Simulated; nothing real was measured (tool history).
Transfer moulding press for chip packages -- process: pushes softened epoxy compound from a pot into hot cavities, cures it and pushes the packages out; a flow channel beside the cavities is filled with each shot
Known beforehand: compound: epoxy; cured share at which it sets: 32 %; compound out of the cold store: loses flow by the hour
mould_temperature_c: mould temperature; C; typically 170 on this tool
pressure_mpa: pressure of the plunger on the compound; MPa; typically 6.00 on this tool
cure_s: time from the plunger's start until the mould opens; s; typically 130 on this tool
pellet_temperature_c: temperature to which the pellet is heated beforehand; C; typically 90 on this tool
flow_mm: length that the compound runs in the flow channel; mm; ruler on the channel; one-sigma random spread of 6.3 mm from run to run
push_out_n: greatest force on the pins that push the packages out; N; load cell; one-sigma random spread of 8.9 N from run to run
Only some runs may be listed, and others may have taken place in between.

run	hour	mould_temperature_c	pressure_mpa	cure_s	pellet_temperature_c	incoming compound's hours out of the cold store	flow_mm	push_out_n
1	0.0	170	6.00	130	90	40.2	707	406
# hour 12.4: cavities cleaned with cleaning compound and waxed
2	22.4	170	6.00	130	99	38.1	716	401
3	44.7	170	6.00	130	99	46.6	691	402
# hour 54.7: cavities cleaned with cleaning compound and waxed
4	60.9	170	4.88	130	99	19.4	705	399
5	74.5	170	6.00	130	90	24.4	772	409
6	91.7	170	6.00	130	90	25.6	776	402
# hour 98.0: cavities cleaned with cleaning compound and waxed
7	108.4	170	6.00	130	90	18.4	802	415
8	120.8	170	6.00	130	100	18.3	805	407
# hour 141.8: cavities cleaned with cleaning compound and waxed
9	146.7	170	6.00	130	100	12.3	828	413
10	163.9	170	6.00	130	100	14.5	817	412
11	176.1	170	6.00	130	90	10.2	831	403
# hour 186.2: cavities cleaned with cleaning compound and waxed
12	200.5	170	6.00	125	90	39.2	714	419
13	222.4	170	6.00	125	90	15.4	820	440
# hour 228.6: cavities cleaned with cleaning compound and waxed
14	236.9	170	6.00	128	90	21.7	787	416
15	258.9	170	6.00	128	90	19.6	789	405
# hour 272.5: cavities cleaned with cleaning compound and waxed
16	282.3	170	6.00	128	90	17.4	804	421
17	293.3	170	6.00	128	99	37.5	716	392
# hour 316.0: cavities cleaned with cleaning compound and waxed
18	317.8	170	7.17	130	90	9.9	921	398
# hour 322.8: mould's thermocouples calibrated
19	335.4	169	4.81	115	84	20.8	696	522
20	352.1	170	6.00	159	82	9.3	835	360
# hour 361.8: cavities cleaned with cleaning compound and waxed
21	366.8	170	4.95	130	82	11.0	765	406
22	387.4	165	6.61	130	84	33.0	790	503
# hour 405.0: cavities cleaned with cleaning compound and waxed
23	406.2	177	6.61	133	84	19.7	815	370
# hour 420.0: plunger's sealing rings changed
24	427.5	177	6.61	133	84	9.0	865	358
# hour 450.3: cavities cleaned with cleaning compound and waxed
25	452.2	177	6.61	133	84	10.8	865	360
26	467.6	176	5.15	133	83	10.7	752	362
27	482.4	177	6.42	110	86	8.9	861	399
# hour 494.0: cavities cleaned with cleaning compound and waxed
28	502.8	174	6.32	114	88	27.6	766	389
29	518.4	168	6.00	152	90	39.8	717	377

Here are 3 independent what-if runs from the current tool condition. What would each one return?
# hour 537.3: cavities cleaned with cleaning compound and waxed
A	543.0	168	5.48	152	96	14.1	?	?
# hour 537.3: cavities cleaned with cleaning compound and waxed
B	543.0	168	5.37	160	90	27.3	?	?
# hour 537.3: cavities cleaned with cleaning compound and waxed
C	543.0	170	4.81	129	81	47.6	?	?

run	flow_mm	push_out_n
A	796	374
B	722	390
C	605	411
Without the tool's hidden state the same runs would have given:
run	flow_mm	push_out_n
A	796	374
B	722	389
C	605	411
